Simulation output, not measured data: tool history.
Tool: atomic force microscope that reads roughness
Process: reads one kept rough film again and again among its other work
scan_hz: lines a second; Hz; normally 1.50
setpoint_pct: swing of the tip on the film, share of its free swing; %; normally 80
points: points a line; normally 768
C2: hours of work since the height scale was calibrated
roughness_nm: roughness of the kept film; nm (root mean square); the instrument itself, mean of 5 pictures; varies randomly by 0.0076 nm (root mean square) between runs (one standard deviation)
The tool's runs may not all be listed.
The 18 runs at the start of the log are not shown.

run 19 hour=382.7 | scan_hz=1.50 setpoint_pct=80 points=443 | pictures_with_this_tip=380 C2=683 | roughness_nm=1.235
-- hour=399.5 new tip fitted
run 20 hour=400.9 | scan_hz=1.43 setpoint_pct=69 points=768 | pictures_with_this_tip=1 C2=692 | roughness_nm=1.675
run 21 hour=414.1 | scan_hz=1.43 setpoint_pct=69 points=768 | pictures_with_this_tip=11 C2=698 | roughness_nm=1.674
run 22 hour=427.4 | scan_hz=0.81 setpoint_pct=80 points=490 | pictures_with_this_tip=20 C2=705 | roughness_nm=1.636
run 23 hour=449.5 | scan_hz=0.81 setpoint_pct=80 points=490 | pictures_with_this_tip=37 C2=716 | roughness_nm=1.613
run 24 hour=463.5 | scan_hz=1.50 setpoint_pct=58 points=270 | pictures_with_this_tip=47 C2=722 | roughness_nm=1.601
run 25 hour=477.3 | scan_hz=1.18 setpoint_pct=77 points=738 | pictures_with_this_tip=57 C2=729 | roughness_nm=1.574
run 26 hour=503.3 | scan_hz=1.18 setpoint_pct=77 points=738 | pictures_with_this_tip=76 C2=742 | roughness_nm=1.555
run 27 hour=517.0 | scan_hz=2.09 setpoint_pct=58 points=661 | pictures_with_this_tip=86 C2=748 | roughness_nm=1.587
run 28 hour=543.7 | scan_hz=0.74 setpoint_pct=83 points=310 | pictures_with_this_tip=105 C2=761 | roughness_nm=1.524
run 29 hour=573.4 | scan_hz=0.74 setpoint_pct=83 points=310 | pictures_with_this_tip=127 C2=776 | roughness_nm=1.493
run 30 hour=598.6 | scan_hz=2.74 setpoint_pct=69 points=987 | pictures_with_this_tip=145 C2=788 | roughness_nm=1.450
run 31 hour=617.8 | scan_hz=1.50 setpoint_pct=80 points=765 | pictures_with_this_tip=159 C2=797 | roughness_nm=1.444
run 32 hour=649.8 | scan_hz=3.83 setpoint_pct=68 points=790 | pictures_with_this_tip=182 C2=813 | roughness_nm=1.374
run 33 hour=674.0 | scan_hz=3.83 setpoint_pct=68 points=790 | pictures_with_this_tip=200 C2=824 | roughness_nm=1.348
run 34 hour=690.9 | scan_hz=3.83 setpoint_pct=62 points=790 | pictures_with_this_tip=212 C2=833 | roughness_nm=1.371
run 35 hour=715.8 | scan_hz=3.74 setpoint_pct=55 points=587 | pictures_with_this_tip=231 C2=845 | roughness_nm=1.403

Alternative continuations, all from the tool just after run 35; predict every row:
run A hour=747.4 | scan_hz=1.98 setpoint_pct=70 points=405 | pictures_with_this_tip=254 C2=860 | roughness_nm=?
run B hour=747.4 | scan_hz=1.10 setpoint_pct=57 points=704 | pictures_with_this_tip=254 C2=860 | roughness_nm=?
run C hour=747.4 | scan_hz=0.85 setpoint_pct=83 points=333 | pictures_with_this_tip=254 C2=860 | roughness_nm=?

run=A roughness_nm=1.351
run=B roughness_nm=1.455
run=C roughness_nm=1.357
Without the tool's hidden state the same runs would have given:
run=A roughness_nm=1.618
run=B roughness_nm=1.742
run=C roughness_nm=1.625

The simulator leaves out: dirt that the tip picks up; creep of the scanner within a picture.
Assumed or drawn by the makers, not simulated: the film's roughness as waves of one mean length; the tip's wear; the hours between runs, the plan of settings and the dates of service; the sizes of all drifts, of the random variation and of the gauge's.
